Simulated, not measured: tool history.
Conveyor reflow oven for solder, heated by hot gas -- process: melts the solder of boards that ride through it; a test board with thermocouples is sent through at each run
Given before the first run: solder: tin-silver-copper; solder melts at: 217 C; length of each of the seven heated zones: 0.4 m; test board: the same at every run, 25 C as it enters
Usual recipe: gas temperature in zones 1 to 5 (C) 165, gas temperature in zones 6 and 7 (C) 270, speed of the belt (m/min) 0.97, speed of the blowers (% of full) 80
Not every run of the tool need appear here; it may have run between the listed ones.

| run | hour | gas temperature in zones 1 to 5 (C) | gas temperature in zones 6 and 7 (C) | speed of the belt (m/min) | speed of the blowers (% of full) | highest temperature of the board (C) | time above the solder's melting point (s) |
|---|---|---|---|---|---|---|---|
| 1 | 0 | 165 | 270 | 0.97 | 80 | 252.3 | 35.1 |
| 2 | 7.6 | 165 | 270 | 0.97 | 80 | 251.8 | 35 |
| 3 | 19.6 | 165 | 270 | 0.97 | 80 | 252.7 | 35.3 |
| 4 | 30 | 165 | 270 | 0.97 | 80 | 252.1 | 35.1 |
| 5 | 42.8 | 165 | 270 | 0.97 | 80 | 251.7 | 35.1 |
| 6 | 58.5 | 165 | 270 | 0.97 | 80 | 252.7 | 35.4 |
| 7 | 66.2 | 165 | 270 | 0.97 | 80 | 252.4 | 34.5 |
| 8 | 75.1 | 165 | 270 | 0.97 | 80 | 252.6 | 35 |
| 9 | 90.3 | 165 | 270 | 0.97 | 80 | 252.8 | 34.7 |
| 10 | 100.1 | 165 | 270 | 0.97 | 80 | 253.3 | 35.5 |
| 11 | 112.3 | 165 | 270 | 0.97 | 75 | 251.4 | 33.9 |
| 12 | 120.3 | 165 | 270 | 0.97 | 75 | 251.2 | 34.4 |
| 13 | 132.9 | 153 | 270 | 0.97 | 80 | 249.9 | 31.6 |
| 14 | 139.5 | 153 | 270 | 0.97 | 80 | 249.3 | 31.5 |
| 15 | 155.1 | 153 | 270 | 0.97 | 80 | 250.8 | 31.8 |
| 16 | 169.1 | 165 | 270 | 0.97 | 80 | 252.5 | 35 |
| 17 | 176.9 | 165 | 270 | 0.97 | 80 | 252 | 34.7 |
| 18 | 189.7 | 165 | 270 | 0.97 | 81 | 252.1 | 34.8 |
| 19 | 197.4 | 161 | 259 | 0.854 | 64 | 242.4 | 33.3 |
| 20 | 208.2 | 164 | 270 | 0.97 | 80 | 251.6 | 34.7 |
| 21 | 219.5 | 165 | 280 | 0.807 | 62 | 263.8 | 47.9 |
| 22 | 231.3 | 159 | 280 | 0.938 | 62 | 256.9 | 36.8 |
| 23 | 246.6 | 159 | 277 | 0.938 | 57 | 253.1 | 34.6 |
| 24 | 260.4 | 159 | 277 | 0.938 | 57 | 253.3 | 34.7 |
| 25 | 274.6 | 159 | 277 | 0.938 | 57 | 253.7 | 34.9 |
| 26 | 284.3 | 165 | 270 | 0.97 | 65 | 248.2 | 32.7 |
| 27 | 299.8 | 165 | 281 | 0.97 | 65 | 258.1 | 37.2 |
| 28 | 312 | 165 | 277 | 0.97 | 66 | 255.4 | 36.3 |
| 29 | 318.8 | 165 | 277 | 0.97 | 66 | 255.6 | 35.9 |
|  | 324.6 | thermocouples of zones 6 and 7 changed |
| 30 | 332.7 | 165 | 270 | 0.957 | 62 | 248.6 | 33.3 |
| 31 | 344.7 | 165 | 270 | 0.957 | 62 | 248.6 | 33 |

3 options for the next run, each taken on its own from the tool as it stands now. Forecast them:
| A | 353.7 | 165 | 270 | 0.973 | 80 | ? | ? |
| B | 353.7 | 176 | 270 | 0.877 | 73 | ? | ? |
| C | 353.7 | 162 | 268 | 0.97 | 76 | ? | ? |

| run | highest temperature of the board (C) | time above the solder's melting point (s) |
|---|---|---|
| A | 252.1 | 34.8 |
| B | 256 | 43.7 |
| C | 248.6 | 32.9 |
Without the tool's hidden state the same runs would have given:
| run | highest temperature of the board (C) | time above the solder's melting point (s) |
|---|---|---|
| A | 252.2 | 34.8 |
| B | 256.2 | 43.8 |
| C | 248.7 | 33 |
